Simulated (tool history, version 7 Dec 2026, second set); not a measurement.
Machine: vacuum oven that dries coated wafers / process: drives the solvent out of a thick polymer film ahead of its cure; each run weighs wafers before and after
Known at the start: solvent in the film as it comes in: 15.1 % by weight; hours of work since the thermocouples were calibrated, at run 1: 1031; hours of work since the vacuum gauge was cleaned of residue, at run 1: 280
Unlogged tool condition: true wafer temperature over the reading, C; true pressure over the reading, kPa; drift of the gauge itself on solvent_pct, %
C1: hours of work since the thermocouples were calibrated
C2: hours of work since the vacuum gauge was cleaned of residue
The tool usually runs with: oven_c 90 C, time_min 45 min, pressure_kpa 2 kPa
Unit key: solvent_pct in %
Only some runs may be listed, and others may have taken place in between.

Run 1, day 0: usual settings; C1 1031; C2 280. Result: solvent_pct 3.76 %.
Run 2, day 0.85: usual settings but time_min 67 min; C1 1040; C2 290. Result: solvent_pct 2.69 %.
Run 3, day 2.033: usual settings but time_min 67 min; C1 1054; C2 304. Result: solvent_pct 2.69 %.
Run 4, day 3.283: usual settings but time_min 67 min; C1 1068; C2 318. Result: solvent_pct 2.71 %.
Run 5, day 4.408: usual settings but time_min 67 min; C1 1081; C2 331. Result: solvent_pct 2.71 %.
At day 5.742: oven's thermocouples calibrated.
Run 6, day 5.904: usual settings but time_min 67 min; C1 2; C2 347. Result: solvent_pct 2.66 %.
Run 7, day 6.958: usual settings but time_min 67 min; C1 14; C2 359. Result: solvent_pct 2.67 %.
Run 8, day 7.542: usual settings but time_min 67 min; C1 21; C2 366. Result: solvent_pct 2.68 %.
Run 9, day 8.708: usual settings but time_min 40 min; C1 34; C2 379. Result: solvent_pct 4.12 %.
Run 10, day 10.054: usual settings but time_min 40 min; C1 50; C2 395. Result: solvent_pct 4.12 %.
Run 11, day 11.492: usual settings but time_min 40 min; C1 66; C2 411. Result: solvent_pct 4.14 %.
At day 11.662: oven's thermocouples calibrated, once more.
Run 12, day 12.621: usual settings but oven_c 89 C, time_min 76 min, pressure_kpa 1.66 kPa; C1 11; C2 423. Result: solvent_pct 2.37 %.
Run 13, day 13.446: usual settings but time_min 58 min; C1 20; C2 433. Result: solvent_pct 3.09 %.
Run 14, day 14.383: usual settings but time_min 58 min; C1 31; C2 444. Result: solvent_pct 3.1 %.
Run 15, day 15.129: usual settings but oven_c 103 C, pressure_kpa 1.17 kPa; C1 40; C2 452. Result: solvent_pct 1.17 %.
Run 16, day 16.5: usual settings but oven_c 103 C, pressure_kpa 1.17 kPa; C1 56; C2 468. Result: solvent_pct 1.17 %.
Run 17, day 17.908: usual settings but oven_c 87 C, pressure_kpa 3.56 kPa; C1 72; C2 484. Result: solvent_pct 5.89 %.
Run 18, day 18.85: usual settings but time_min 42 min; C1 83; C2 495. Result: solvent_pct 4.07 %.
Run 19, day 19.792: usual settings but oven_c 89 C, time_min 44 min; C1 93; C2 506. Result: solvent_pct 4.12 %.
Run 20, day 21.225: usual settings but oven_c 89 C, time_min 44 min; C1 110; C2 522. Result: solvent_pct 4.12 %.

What if the next run were any one of these 5? Each begins from the tool's condition after run 20:
Run A, day 22.358: usual settings but oven_c 84 C, time_min 71 min, pressure_kpa 5.47 kPa; C1 123; C2 535. Result: solvent_pct ?.
Run B, day 22.358: usual settings but oven_c 96 C, time_min 24 min; C1 123; C2 535. Result: solvent_pct ?.
Run C, day 22.358: usual settings but oven_c 89 C, time_min 24 min; C1 123; C2 535. Result: solvent_pct ?.
Run D, day 22.358: usual settings but oven_c 89 C, time_min 29 min; C1 123; C2 535. Result: solvent_pct ?.
Run E, day 22.358: usual settings but pressure_kpa 1.48 kPa; C1 123; C2 535. Result: solvent_pct ?.

run  solvent_pct
  A          7.4
  B         4.73
  C          6.4
  D         5.72
  E         3.45
What these runs would have given with no unlogged condition in the tool:
run  solvent_pct
  A         7.32
  B         4.69
  C         6.36
  D         5.68
  E         3.39

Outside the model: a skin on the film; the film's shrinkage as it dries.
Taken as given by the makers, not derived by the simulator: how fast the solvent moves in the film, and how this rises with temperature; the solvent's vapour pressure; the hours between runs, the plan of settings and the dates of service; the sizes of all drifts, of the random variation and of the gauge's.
